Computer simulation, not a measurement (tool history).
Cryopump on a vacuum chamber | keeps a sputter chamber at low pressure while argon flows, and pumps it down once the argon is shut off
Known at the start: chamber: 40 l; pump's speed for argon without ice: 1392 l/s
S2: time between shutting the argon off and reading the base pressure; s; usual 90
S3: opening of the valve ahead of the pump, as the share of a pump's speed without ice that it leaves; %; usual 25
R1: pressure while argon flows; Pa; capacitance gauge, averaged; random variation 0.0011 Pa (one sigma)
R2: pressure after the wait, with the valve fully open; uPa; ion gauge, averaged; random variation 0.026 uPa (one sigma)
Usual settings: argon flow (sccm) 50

{"run": 1, "hour": 0.0, "argon flow (sccm)": 50, "S2": 90, "S3": 25, "R1": 0.2597, "R2": 1.49}
{"run": 2, "hour": 16.2, "argon flow (sccm)": 50, "S2": 90, "S3": 25, "R1": 0.2598, "R2": 1.49}
{"run": 3, "hour": 30.7, "argon flow (sccm)": 21, "S2": 90, "S3": 25, "R1": 0.1106, "R2": 1.42}
{"run": 4, "hour": 46.6, "argon flow (sccm)": 21, "S2": 90, "S3": 25, "R1": 0.109, "R2": 1.52}
{"run": 5, "hour": 56.8, "argon flow (sccm)": 50, "S2": 90, "S3": 25, "R1": 0.2591, "R2": 1.52}
{"run": 6, "hour": 65.6, "argon flow (sccm)": 50, "S2": 90, "S3": 25, "R1": 0.2617, "R2": 1.52}
{"run": 7, "hour": 74.6, "argon flow (sccm)": 44, "S2": 90, "S3": 25, "R1": 0.2284, "R2": 1.6}
{"run": 8, "hour": 93.2, "argon flow (sccm)": 44, "S2": 90, "S3": 25, "R1": 0.2306, "R2": 1.61}
{"run": 9, "hour": 109.1, "argon flow (sccm)": 50, "S2": 90, "S3": 25, "R1": 0.2632, "R2": 1.54}
{"run": 10, "hour": 124.0, "argon flow (sccm)": 50, "S2": 90, "S3": 52, "R1": 0.1366, "R2": 1.64}
{"run": 11, "hour": 135.3, "argon flow (sccm)": 50, "S2": 90, "S3": 52, "R1": 0.1376, "R2": 1.6}
{"run": 12, "hour": 149.3, "argon flow (sccm)": 50, "S2": 90, "S3": 52, "R1": 0.1382, "R2": 1.68}
{"run": 13, "hour": 166.2, "argon flow (sccm)": 34, "S2": 42, "S3": 42, "R1": 0.1128, "R2": 2.66}
{"hour": 182.8, "done": "pump warmed up, emptied and cooled again"}
{"run": 14, "hour": 188.1, "argon flow (sccm)": 40, "S2": 42, "S3": 35, "R1": 0.14, "R2": 2.51}
{"run": 15, "hour": 199.0, "argon flow (sccm)": 41, "S2": 85, "S3": 38, "R1": 0.1312, "R2": 1.52}

Run 16 comes next. What will it give?
{"run": 16, "hour": 216.0, "argon flow (sccm)": 50, "S2": 182, "S3": 20, "R1": "?", "R2": "?"}

R1: 0.3034 Pa
R2: 1.03 uPa
Without the tool's hidden state the same run would have given R1 0.3021 Pa, R2 0.65 uPa.

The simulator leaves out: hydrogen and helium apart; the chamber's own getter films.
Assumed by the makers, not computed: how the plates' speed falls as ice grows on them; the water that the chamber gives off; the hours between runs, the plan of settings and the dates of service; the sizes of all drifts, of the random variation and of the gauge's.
